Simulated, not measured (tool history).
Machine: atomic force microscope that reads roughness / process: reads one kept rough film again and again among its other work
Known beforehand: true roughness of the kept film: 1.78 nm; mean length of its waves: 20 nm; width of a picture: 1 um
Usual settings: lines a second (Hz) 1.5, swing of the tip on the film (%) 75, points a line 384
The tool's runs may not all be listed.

run,hour,lines a second (Hz),swing of the tip on the film (%),points a line,roughness of the kept film (nm (root mean square))
1,0,1.5,75,384,1.326
2,15.4,1.5,76,384,1.275
3,27.6,1.5,76,384,1.251
4,36.2,1.5,75,523,1.237
# hour 49.8: new tip fitted
5,50.5,1.5,75,523,1.443
6,63.2,1.5,75,523,1.396
7,78,1.5,75,523,1.356
8,90.5,2.76,75,523,1.251
9,102.2,2.76,75,523,1.23
10,117.8,2.76,75,523,1.188
11,129,1.5,75,384,1.192
# hour 144.8: new tip fitted
12,144.8,1.5,78,384,1.463
13,152,1.5,78,384,1.449
14,167.5,0.58,75,384,1.453
15,182.7,0.58,75,273,1.377
16,196.3,0.58,75,273,1.324
17,212.5,0.58,75,273,1.273
# hour 214.5: height scale calibrated on a step standard
18,229.4,0.58,75,273,1.237
# hour 240.7: new tip fitted
19,240.8,0.58,75,273,1.498
20,255.5,1.35,79,699,1.435
21,268.9,1.35,69,699,1.404
22,284.9,1.57,60,838,1.385
23,300.5,1.07,75,476,1.302
24,308.1,1.07,75,476,1.274
# hour 313.3: height scale calibrated on a step standard, once more
25,316.4,1.5,81,524,1.237
26,323.9,2.35,72,399,1.216
27,333.6,2.35,72,399,1.185
# hour 337.5: new tip fitted
28,344.1,0.74,75,384,1.501
29,353,0.74,75,384,1.457
30,368.3,0.74,75,384,1.405
31,382.8,0.74,75,384,1.35
32,393,0.74,75,384,1.325
33,406.7,1.78,75,384,1.231
34,423.4,0.97,89,657,1.203
# hour 433.1: new tip fitted
35,433.1,1.5,66,384,1.498
36,440.4,2.92,66,904,1.439

Below are 4 alternative next runs, each starting from the tool's condition after run 36. Predict each:
A,456.4,1.13,84,354,?
B,456.4,3.29,56,325,?
C,456.4,1.79,75,384,?
D,456.4,1.5,69,384,?

run,roughness of the kept film (nm (root mean square))
A,1.358
B,1.388
C,1.376
D,1.4
The same runs, with their run-to-run variation unchanged, on a tool lacking any hidden condition would have given:
run,roughness of the kept film (nm (root mean square))
A,1.455
B,1.488
C,1.474
D,1.499
